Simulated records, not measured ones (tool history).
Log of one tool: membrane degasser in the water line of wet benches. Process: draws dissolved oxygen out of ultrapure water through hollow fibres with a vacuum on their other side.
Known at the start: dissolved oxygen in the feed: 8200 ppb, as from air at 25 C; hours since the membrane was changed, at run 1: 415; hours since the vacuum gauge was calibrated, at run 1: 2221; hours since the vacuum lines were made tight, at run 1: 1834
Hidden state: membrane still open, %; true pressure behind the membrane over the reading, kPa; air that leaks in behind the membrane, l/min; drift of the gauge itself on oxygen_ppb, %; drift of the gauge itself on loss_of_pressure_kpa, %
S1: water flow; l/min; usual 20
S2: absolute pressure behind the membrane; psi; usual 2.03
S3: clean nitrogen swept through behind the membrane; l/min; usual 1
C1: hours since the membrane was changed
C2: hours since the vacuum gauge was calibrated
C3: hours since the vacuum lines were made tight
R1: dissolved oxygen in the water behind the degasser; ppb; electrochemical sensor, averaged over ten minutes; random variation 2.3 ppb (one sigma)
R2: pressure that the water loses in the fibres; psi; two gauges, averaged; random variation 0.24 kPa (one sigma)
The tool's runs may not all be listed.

run    hour  S1    S2    S3    C1    C2    C3      R1      R2
  1       0  20  2.03     1   415  2221  1834   476.4   8.715
  2     101  20  2.03     1   516  2322  1935     475   8.765
  3   259.6  20  2.03     1   674  2480  2093   479.9    8.82
  4   404.1  20  2.03     1   819  2625  2238   478.8   8.789
  5   486.7  20  2.03     1   902  2708  2320   473.1   8.714
  6   612.2  20  2.03     1  1027  2833  2446   477.3   8.811
  7   773.4  13  2.03     1  1188  2994  2607     324   5.704
  8   942.2  13  2.03     1  1357  3163  2776     322   5.693
  9  1056.8  13  2.03     1  1472  3278  2890   320.5   5.735
 10    1201  13  3.93     1  1616  3422  3035   670.6   5.713
 11  1320.3  20  2.03  1.27  1735  3541  3154   392.8   8.769
 12  1448.4  20  2.03  1.27  1863  3669  3282   392.3   8.749
 13  1575.8  20  2.03     1  1991  3797  3410     479   8.818
 14  1741.3  20  2.03  1.02  2156  3962  3575   471.9   8.827
 15  1836.9  20  2.03     1  2252  4058  3671   473.3   8.783
 16  1928.4  20  2.03  2.86  2343  4149  3762   197.7   8.865
 17  2041.9  20  2.03  2.86  2457  4263  3876   198.1   8.839
 18  2142.9  31  4.58  2.01  2558  4364  3977   931.5  13.638
 19  2301.3  27   4.8  2.01  2716  4522  4135   869.7  11.867
 20  2469.3  20  3.07     1  2884  4690  4303   757.7   8.733
 21    2568  20  3.07     1  2983  4789  4402     756   8.846
 22  2693.6  18  2.99  1.27  3108  4915  4527     549    7.88
 23  2763.9  20  3.26     1  3179  4985  4598   799.9   8.821
 24  2865.7  20  3.26     1  3281  5087  4699   809.1   8.844
 25  3012.7  25  3.73  2.09  3428  5234  4846   613.5  11.056
 26  3122.4  14  1.64  0.59  3537  5343  4956   410.9   6.154
 27  3200.8  24  1.64  0.69  3616  5422  5035   573.9  10.623
 28  3273.3  24  1.64  0.69  3688  5494  5107     574  10.551
 29  3346.7  22  3.77  0.97  3762  5568  5180  1031.7   9.689
 30  3429.3  22  3.77  0.97  3844  5650  5263    1037   9.691
 31  3581.1  27  3.77  2.17  3996  5802  5415   649.7  11.934

3 ways to go on from here, each from the tool as it stands after run 31. What would each give?
  A  3672.3  27  2.03     1  4087  5893  5506   ?   ?
  B  3672.3  15  4.48  0.46  4087  5893  5506   ?   ?
  C  3672.3  30  2.09  2.17  4087  5893  5506   ?   ?

run      R1      R2
  A     619  11.887
  B  1582.7   6.579
  C   384.9  13.203
Without the tool's hidden state the same runs would have given:
run      R1      R2
  A   618.7  11.881
  B  1582.2   6.576
  C   384.6  13.197
